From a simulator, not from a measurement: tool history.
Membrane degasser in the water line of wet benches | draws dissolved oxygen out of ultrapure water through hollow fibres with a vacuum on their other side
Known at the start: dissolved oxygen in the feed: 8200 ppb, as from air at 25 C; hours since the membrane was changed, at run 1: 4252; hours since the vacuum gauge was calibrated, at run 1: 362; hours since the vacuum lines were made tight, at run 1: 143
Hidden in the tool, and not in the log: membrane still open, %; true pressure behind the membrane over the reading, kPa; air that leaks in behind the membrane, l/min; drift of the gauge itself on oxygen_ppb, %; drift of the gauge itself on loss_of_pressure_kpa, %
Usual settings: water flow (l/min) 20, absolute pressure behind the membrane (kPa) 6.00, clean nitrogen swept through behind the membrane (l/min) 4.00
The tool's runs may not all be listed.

run    hour  water flow (l/min)  absolute pressure behind the membrane (kPa)  clean nitrogen swept through behind the membrane (l/min)  hours since the membrane was changed  hours since the vacuum gauge was calibrated  hours since the vacuum lines were made tight  dissolved oxygen in the water behind the degasser (ppb)  pressure that the water loses in the fibres (kPa)
  1     0.0                  20                                         6.00                                                      4.00                                  4252                                          362                                           143                                                    395.2                                              41.74
  2   105.1                  20                                         6.00                                                      4.00                                  4357                                          467                                           248                                                    394.1                                              41.42
  3   158.3                  20                                         6.00                                                      4.00                                  4410                                          521                                           302                                                    397.0                                              41.55
  4   231.5                  20                                         6.00                                                      4.00                                  4483                                          594                                           375                                                    401.0                                              41.81
  5   335.9                  20                                         6.00                                                      4.00                                  4588                                          698                                           479                                                    411.6                                              41.81
  6   431.8                  20                                         6.00                                                      4.00                                  4683                                          794                                           575                                                    405.3                                              42.06
  7   537.4                  20                                         6.00                                                      4.00                                  4789                                          900                                           681                                                    404.2                                              41.88
  8   643.9                  20                                         3.88                                                      4.00                                  4896                                         1006                                           787                                                    378.1                                              42.20
  9   743.0                  20                                         3.88                                                      4.00                                  4995                                         1105                                           886                                                    388.2                                              42.22
 10   799.6                  20                                        13.32                                                      4.00                                  5051                                         1162                                           943                                                    489.0                                              42.27
 11   874.9                  20                                         6.00                                                      4.95                                  5127                                         1237                                          1018                                                    398.6                                              42.01
 12   956.1                  20                                        10.79                                                      4.95                                  5208                                         1318                                          1099                                                    447.2                                              42.11
 13  1056.9                  20                                        10.79                                                      4.95                                  5308                                         1419                                          1200                                                    450.6                                              42.39
 14  1167.9                  20                                         9.55                                                      4.00                                  5420                                         1530                                          1311                                                    450.7                                              42.08
 15  1228.0                  20                                         6.00                                                      4.00                                  5480                                         1590                                          1371                                                    406.5                                              42.39
 16  1298.4                  20                                         6.00                                                      4.00                                  5550                                         1661                                          1442                                                    410.6                                              42.35
 17  1408.5                  29                                         6.00                                                      4.00                                  5660                                         1771                                          1552                                                    865.4                                              61.33
 18  1500.3                  29                                         6.00                                                      4.00                                  5752                                         1863                                          1644                                                    860.4                                              61.31
 19  1618.7                  15                                        12.97                                                      7.80                                  5870                                         1981                                          1762                                                    228.5                                              32.04
 20  1725.1                  15                                        12.97                                                      7.80                                  5977                                         2087                                          1868                                                    227.8                                              32.04
 21  1778.0                  31                                        10.65                                                      8.98                                  6030                                         2140                                          1921                                                    991.4                                              66.08
 22  1849.8                  14                                         5.08                                                     10.04                                  6101                                         2212                                          1993                                                    156.7                                              30.10
 23  1927.2                  14                                         6.00                                                      1.99                                  6179                                         2289                                          2070                                                    197.1                                              29.73
     1933.2  -- vacuum gauge calibrated
 24  1984.7                  28                                         7.42                                                      3.81                                  6236                                           51                                          2127                                                    850.0                                              59.86
 25  2048.8                  28                                         7.42                                                      3.81                                  6300                                          116                                          2192                                                    853.3                                              59.92
 26  2100.4                  28                                         7.42                                                      3.81                                  6351                                          167                                          2243                                                    859.2                                              59.85
     2215.0  -- vacuum gauge calibrated, once more
 27  2217.7                  19                                         9.21                                                      3.11                                  6468                                            3                                          2360                                                    431.8                                              40.58
 28  2324.0                  19                                         9.21                                                      3.11                                  6575                                          109                                          2466                                                    431.8                                              40.68
 29  2431.5                  17                                         9.21                                                      3.11                                  6682                                          217                                          2574                                                    340.3                                              36.45
 30  2554.8                  17                                         9.21                                                      3.11                                  6805                                          340                                          2697                                                    342.8                                              36.73
 31  2638.5                  17                                         9.21                                                      3.11                                  6889                                          424                                          2781                                                    345.0                                              36.63
 32  2717.0                  17                                         9.21                                                      3.11                                  6968                                          502                                          2859                                                    353.6                                              36.55
 33  2835.8                  20                                         6.00                                                     11.87                                  7086                                          621                                          2978                                                    419.8                                              43.31

Forecast each of these 3 alternatives for the next run:
  A  2934.0                  14                                        14.44                                                      4.72                                  7185                                          719                                          3076                                                        ?                                                  ?
  B  2934.0                  15                                        11.92                                                      5.17                                  7185                                          719                                          3076                                                        ?                                                  ?
  C  2934.0                  13                                         4.74                                                      1.73                                  7185                                          719                                          3076                                                        ?                                                  ?

run  dissolved oxygen in the water behind the degasser (ppb)  pressure that the water loses in the fibres (kPa)
  A                                                    237.5                                              30.27
  B                                                    258.1                                              32.33
  C                                                    154.5                                              28.29
Without the tool's hidden state the same runs would have given:
run  dissolved oxygen in the water behind the degasser (ppb)  pressure that the water loses in the fibres (kPa)
  A                                                    190.1                                              27.78
  B                                                    201.9                                              29.67
  C                                                    114.1                                              25.99

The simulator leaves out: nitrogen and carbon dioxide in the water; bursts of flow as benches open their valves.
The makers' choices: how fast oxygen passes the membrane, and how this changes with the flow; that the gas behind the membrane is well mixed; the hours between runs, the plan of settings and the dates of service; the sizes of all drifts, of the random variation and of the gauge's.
